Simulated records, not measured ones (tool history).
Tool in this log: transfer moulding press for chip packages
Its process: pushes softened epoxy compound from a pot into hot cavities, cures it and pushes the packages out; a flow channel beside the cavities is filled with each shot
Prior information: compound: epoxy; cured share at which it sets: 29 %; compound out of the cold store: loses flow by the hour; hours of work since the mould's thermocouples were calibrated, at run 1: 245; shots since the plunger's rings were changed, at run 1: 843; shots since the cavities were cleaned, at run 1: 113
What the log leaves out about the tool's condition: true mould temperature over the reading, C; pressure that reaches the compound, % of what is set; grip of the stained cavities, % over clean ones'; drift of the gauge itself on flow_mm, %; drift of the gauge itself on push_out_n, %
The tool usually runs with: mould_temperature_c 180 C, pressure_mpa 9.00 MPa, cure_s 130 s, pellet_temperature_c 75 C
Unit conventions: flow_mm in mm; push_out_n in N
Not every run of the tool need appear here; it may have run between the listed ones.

| run | hour | mould_temperature_c | pressure_mpa | cure_s | pellet_temperature_c | hours of work since the mould's thermocouples were calibrated | shots since the plunger's rings were changed | shots since the cavities were cleaned | incoming compound's hours out of the cold store | flow_mm | push_out_n |
|---|---|---|---|---|---|---|---|---|---|---|---|
| 1 | 0.0 | 180 | 9.00 | 130 | 75 | 245 | 843 | 113 | 42.2 | 874 | 463 |
| 2 | 31.6 | 180 | 9.00 | 130 | 75 | 259 | 1043 | 313 | 21.9 | 964 | 617 |
| 3 | 70.3 | 180 | 9.00 | 130 | 75 | 276 | 1286 | 556 | 29.1 | 911 | 734 |
|  | 77.5 | cavities cleaned with cleaning compound and waxed |
| 4 | 110.4 | 185 | 9.00 | 130 | 75 | 293 | 1529 | 207 | 43.1 | 827 | 499 |
| 5 | 152.1 | 185 | 9.00 | 130 | 75 | 312 | 1792 | 470 | 20.7 | 923 | 602 |
|  | 172.0 | cavities cleaned with cleaning compound and waxed |
| 6 | 177.3 | 185 | 9.00 | 130 | 75 | 322 | 1941 | 34 | 13.2 | 961 | 349 |
| 7 | 214.1 | 186 | 9.00 | 130 | 75 | 338 | 2173 | 266 | 28.9 | 888 | 508 |
| 8 | 236.3 | 180 | 9.00 | 126 | 75 | 348 | 2312 | 405 | 45.3 | 834 | 671 |
|  | 268.1 | cavities cleaned with cleaning compound and waxed |
| 9 | 271.2 | 180 | 9.00 | 126 | 75 | 363 | 2523 | 20 | 18.6 | 934 | 414 |
| 10 | 295.6 | 180 | 9.00 | 126 | 75 | 374 | 2676 | 173 | 24.6 | 906 | 549 |
| 11 | 330.7 | 180 | 9.00 | 130 | 75 | 390 | 2897 | 394 | 22.0 | 918 | 664 |
|  | 362.7 | cavities cleaned with cleaning compound and waxed |
| 12 | 383.4 | 180 | 9.00 | 130 | 75 | 412 | 3220 | 130 | 20.3 | 918 | 479 |
| 13 | 427.2 | 180 | 9.00 | 130 | 75 | 432 | 3495 | 405 | 40.5 | 839 | 655 |
| 14 | 455.0 | 180 | 9.00 | 130 | 75 | 444 | 3670 | 580 | 12.8 | 955 | 760 |
|  | 460.0 | mould's thermocouples calibrated |
|  | 461.5 | cavities cleaned with cleaning compound and waxed |
| 15 | 506.1 | 180 | 9.00 | 136 | 81 | 20 | 3970 | 280 | 38.2 | 835 | 557 |
| 16 | 543.0 | 180 | 10.15 | 130 | 74 | 36 | 4202 | 512 | 45.9 | 841 | 715 |
|  | 557.0 | cavities cleaned with cleaning compound and waxed |
| 17 | 584.5 | 180 | 10.15 | 130 | 74 | 54 | 4454 | 173 | 46.4 | 843 | 520 |
| 18 | 619.1 | 183 | 9.00 | 150 | 74 | 69 | 4672 | 391 | 22.2 | 883 | 573 |
|  | 654.1 | cavities cleaned with cleaning compound and waxed |
| 19 | 666.9 | 183 | 9.00 | 150 | 74 | 90 | 4964 | 81 | 41.2 | 792 | 388 |
| 20 | 697.5 | 180 | 7.78 | 137 | 68 | 103 | 5157 | 274 | 14.2 | 839 | 576 |

For run 21, what comes out?
|  | 726.1 | mould's thermocouples calibrated, once more |
| 21 | 736.6 | 180 | 9.27 | 155 | 75 | 5 | 5390 | 507 | 16.6 | ? | ? |

flow_mm: 885 mm
push_out_n: 610 N
Had the tool carried no hidden state, the very same run would have given flow_mm 998 mm, push_out_n 308 N.
